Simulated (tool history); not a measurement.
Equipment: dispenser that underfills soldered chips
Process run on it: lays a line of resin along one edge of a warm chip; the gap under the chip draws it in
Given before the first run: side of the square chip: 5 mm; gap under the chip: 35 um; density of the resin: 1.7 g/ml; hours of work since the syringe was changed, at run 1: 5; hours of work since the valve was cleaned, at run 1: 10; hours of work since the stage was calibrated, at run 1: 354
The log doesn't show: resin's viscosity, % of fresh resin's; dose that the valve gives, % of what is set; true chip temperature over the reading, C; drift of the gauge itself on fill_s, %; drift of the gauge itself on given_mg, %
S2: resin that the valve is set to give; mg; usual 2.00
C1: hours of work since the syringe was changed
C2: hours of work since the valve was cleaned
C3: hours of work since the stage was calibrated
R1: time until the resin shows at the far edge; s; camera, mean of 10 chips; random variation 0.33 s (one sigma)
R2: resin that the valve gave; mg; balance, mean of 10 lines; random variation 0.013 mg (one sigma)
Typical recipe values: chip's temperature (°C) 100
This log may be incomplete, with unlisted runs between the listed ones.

{"run": 1, "day": 0.0, "chip's temperature (°C)": 100, "S2": 2.0, "C1": 5, "C2": 10, "C3": 354, "R1": 15.7, "R2": 1.97}
{"day": 0.467, "done": "new syringe of resin"}
{"run": 2, "day": 0.554, "chip's temperature (°C)": 100, "S2": 2.0, "C1": 1, "C2": 19, "C3": 362, "R1": 14.0, "R2": 1.99}
{"run": 3, "day": 0.775, "chip's temperature (°C)": 100, "S2": 2.0, "C1": 5, "C2": 23, "C3": 366, "R1": 16.6, "R2": 2.0}
{"run": 4, "day": 1.054, "chip's temperature (°C)": 106, "S2": 2.0, "C1": 9, "C2": 27, "C3": 370, "R1": 16.0, "R2": 1.96}
{"day": 1.238, "done": "new syringe of resin"}
{"run": 5, "day": 1.521, "chip's temperature (°C)": 103, "S2": 2.0, "C1": 5, "C2": 34, "C3": 377, "R1": 14.8, "R2": 1.96}
{"run": 6, "day": 1.817, "chip's temperature (°C)": 100, "S2": 2.0, "C1": 9, "C2": 39, "C3": 382, "R1": 19.6, "R2": 1.96}
{"day": 1.988, "done": "new syringe of resin"}
{"run": 7, "day": 2.254, "chip's temperature (°C)": 100, "S2": 1.81, "C1": 4, "C2": 45, "C3": 389, "R1": 16.1, "R2": 1.76}
{"run": 8, "day": 2.558, "chip's temperature (°C)": 100, "S2": 1.81, "C1": 9, "C2": 50, "C3": 394, "R1": 20.2, "R2": 1.71}
{"day": 2.767, "done": "new syringe of resin"}
{"run": 9, "day": 2.95, "chip's temperature (°C)": 100, "S2": 1.81, "C1": 3, "C2": 56, "C3": 400, "R1": 15.9, "R2": 1.75}
{"run": 10, "day": 3.45, "chip's temperature (°C)": 107, "S2": 1.81, "C1": 11, "C2": 64, "C3": 408, "R1": 17.7, "R2": 1.74}
{"day": 3.512, "done": "new syringe of resin"}
{"run": 11, "day": 3.738, "chip's temperature (°C)": 107, "S2": 1.81, "C1": 4, "C2": 69, "C3": 412, "R1": 12.4, "R2": 1.71}
{"run": 12, "day": 4.225, "chip's temperature (°C)": 100, "S2": 2.29, "C1": 11, "C2": 76, "C3": 420, "R1": 21.0, "R2": 2.17}
{"day": 4.275, "done": "new syringe of resin"}
{"run": 13, "day": 4.729, "chip's temperature (°C)": 100, "S2": 2.29, "C1": 7, "C2": 84, "C3": 427, "R1": 16.8, "R2": 2.16}
{"day": 4.979, "done": "dispensing valve cleaned and set on the balance"}
{"day": 5.067, "done": "new syringe of resin"}
{"run": 14, "day": 5.067, "chip's temperature (°C)": 100, "S2": 2.29, "C1": 0, "C2": 1, "C3": 432, "R1": 13.2, "R2": 2.29}
{"run": 15, "day": 5.304, "chip's temperature (°C)": 100, "S2": 2.0, "C1": 4, "C2": 5, "C3": 436, "R1": 15.8, "R2": 1.99}
{"day": 5.804, "done": "new syringe of resin"}
{"run": 16, "day": 5.842, "chip's temperature (°C)": 100, "S2": 2.0, "C1": 1, "C2": 13, "C3": 444, "R1": 13.2, "R2": 1.99}
{"run": 17, "day": 6.325, "chip's temperature (°C)": 112, "S2": 2.0, "C1": 8, "C2": 21, "C3": 452, "R1": 12.3, "R2": 1.96}
{"day": 6.546, "done": "new syringe of resin"}
{"run": 18, "day": 6.583, "chip's temperature (°C)": 112, "S2": 2.0, "C1": 1, "C2": 25, "C3": 455, "R1": 8.9, "R2": 1.98}
{"run": 19, "day": 6.825, "chip's temperature (°C)": 94, "S2": 2.27, "C1": 4, "C2": 29, "C3": 459, "R1": 19.0, "R2": 2.24}
{"day": 7.304, "done": "new syringe of resin"}
{"run": 20, "day": 7.304, "chip's temperature (°C)": 94, "S2": 2.27, "C1": 0, "C2": 36, "C3": 467, "R1": 15.5, "R2": 2.22}
{"run": 21, "day": 7.629, "chip's temperature (°C)": 109, "S2": 2.56, "C1": 5, "C2": 41, "C3": 472, "R1": 11.6, "R2": 2.49}
{"run": 22, "day": 7.888, "chip's temperature (°C)": 109, "S2": 2.56, "C1": 9, "C2": 45, "C3": 476, "R1": 14.2, "R2": 2.49}
{"day": 8.058, "done": "new syringe of resin"}
{"run": 23, "day": 8.358, "chip's temperature (°C)": 109, "S2": 2.56, "C1": 5, "C2": 53, "C3": 483, "R1": 10.6, "R2": 2.49}
{"run": 24, "day": 8.692, "chip's temperature (°C)": 104, "S2": 1.81, "C1": 10, "C2": 58, "C3": 488, "R1": 17.8, "R2": 1.71}
{"day": 8.812, "done": "new syringe of resin"}
{"run": 25, "day": 9.229, "chip's temperature (°C)": 96, "S2": 1.93, "C1": 7, "C2": 66, "C3": 497, "R1": 19.4, "R2": 1.83}
{"run": 26, "day": 9.475, "chip's temperature (°C)": 85, "S2": 2.43, "C1": 11, "C2": 70, "C3": 501, "R1": 33.4, "R2": 2.32}
{"day": 9.571, "done": "new syringe of resin"}
{"run": 27, "day": 9.788, "chip's temperature (°C)": 111, "S2": 1.76, "C1": 3, "C2": 75, "C3": 505, "R1": 10.8, "R2": 1.67}
{"run": 28, "day": 10.254, "chip's temperature (°C)": 104, "S2": 1.84, "C1": 11, "C2": 82, "C3": 513, "R1": 18.0, "R2": 1.74}
{"day": 10.312, "done": "new syringe of resin"}
{"day": 10.667, "done": "dispensing valve cleaned and set on the balance"}
{"run": 29, "day": 10.775, "chip's temperature (°C)": 112, "S2": 1.84, "C1": 7, "C2": 2, "C3": 520, "R1": 11.2, "R2": 1.84}
{"day": 11.108, "done": "new syringe of resin"}
{"run": 30, "day": 11.246, "chip's temperature (°C)": 112, "S2": 1.84, "C1": 2, "C2": 9, "C3": 527, "R1": 9.8, "R2": 1.82}
{"run": 31, "day": 11.696, "chip's temperature (°C)": 103, "S2": 1.91, "C1": 9, "C2": 16, "C3": 535, "R1": 17.6, "R2": 1.89}
{"day": 11.854, "done": "new syringe of resin"}
{"run": 32, "day": 12.238, "chip's temperature (°C)": 103, "S2": 1.91, "C1": 6, "C2": 24, "C3": 543, "R1": 15.1, "R2": 1.88}
{"day": 12.604, "done": "new syringe of resin"}
{"run": 33, "day": 12.788, "chip's temperature (°C)": 111, "S2": 1.94, "C1": 3, "C2": 33, "C3": 551, "R1": 10.1, "R2": 1.91}
{"day": 13.342, "done": "new syringe of resin"}
{"run": 34, "day": 13.342, "chip's temperature (°C)": 100, "S2": 1.87, "C1": 0, "C2": 42, "C3": 560, "R1": 12.7, "R2": 1.82}
{"run": 35, "day": 13.679, "chip's temperature (°C)": 103, "S2": 2.07, "C1": 5, "C2": 47, "C3": 565, "R1": 14.1, "R2": 1.99}
{"day": 14.079, "done": "new syringe of resin"}
{"run": 36, "day": 14.162, "chip's temperature (°C)": 112, "S2": 2.07, "C1": 1, "C2": 54, "C3": 573, "R1": 8.7, "R2": 1.98}

Below are 4 alternative next runs, each starting from the tool's condition after run 36. Predict each:
{"run": "A", "day": 14.642, "chip's temperature (°C)": 115, "S2": 2.57, "C1": 9, "C2": 62, "C3": 580, "R1": "?", "R2": "?"}
{"run": "B", "day": 14.642, "chip's temperature (°C)": 87, "S2": 2.0, "C1": 9, "C2": 62, "C3": 580, "R1": "?", "R2": "?"}
{"run": "C", "day": 14.642, "chip's temperature (°C)": 100, "S2": 2.46, "C1": 9, "C2": 62, "C3": 580, "R1": "?", "R2": "?"}
{"run": "D", "day": 14.642, "chip's temperature (°C)": 88, "S2": 2.37, "C1": 9, "C2": 62, "C3": 580, "R1": "?", "R2": "?"}

run=A R1=11.2 R2=2.44
run=B R1=29.1 R2=1.90
run=C R1=17.6 R2=2.35
run=D R1=26.7 R2=2.26
What these runs would have given with no unlogged condition in the tool:
run=A R1=8.8 R2=2.56
run=B R1=22.9 R2=1.99
run=C R1=13.8 R2=2.46
run=D R1=21.2 R2=2.37

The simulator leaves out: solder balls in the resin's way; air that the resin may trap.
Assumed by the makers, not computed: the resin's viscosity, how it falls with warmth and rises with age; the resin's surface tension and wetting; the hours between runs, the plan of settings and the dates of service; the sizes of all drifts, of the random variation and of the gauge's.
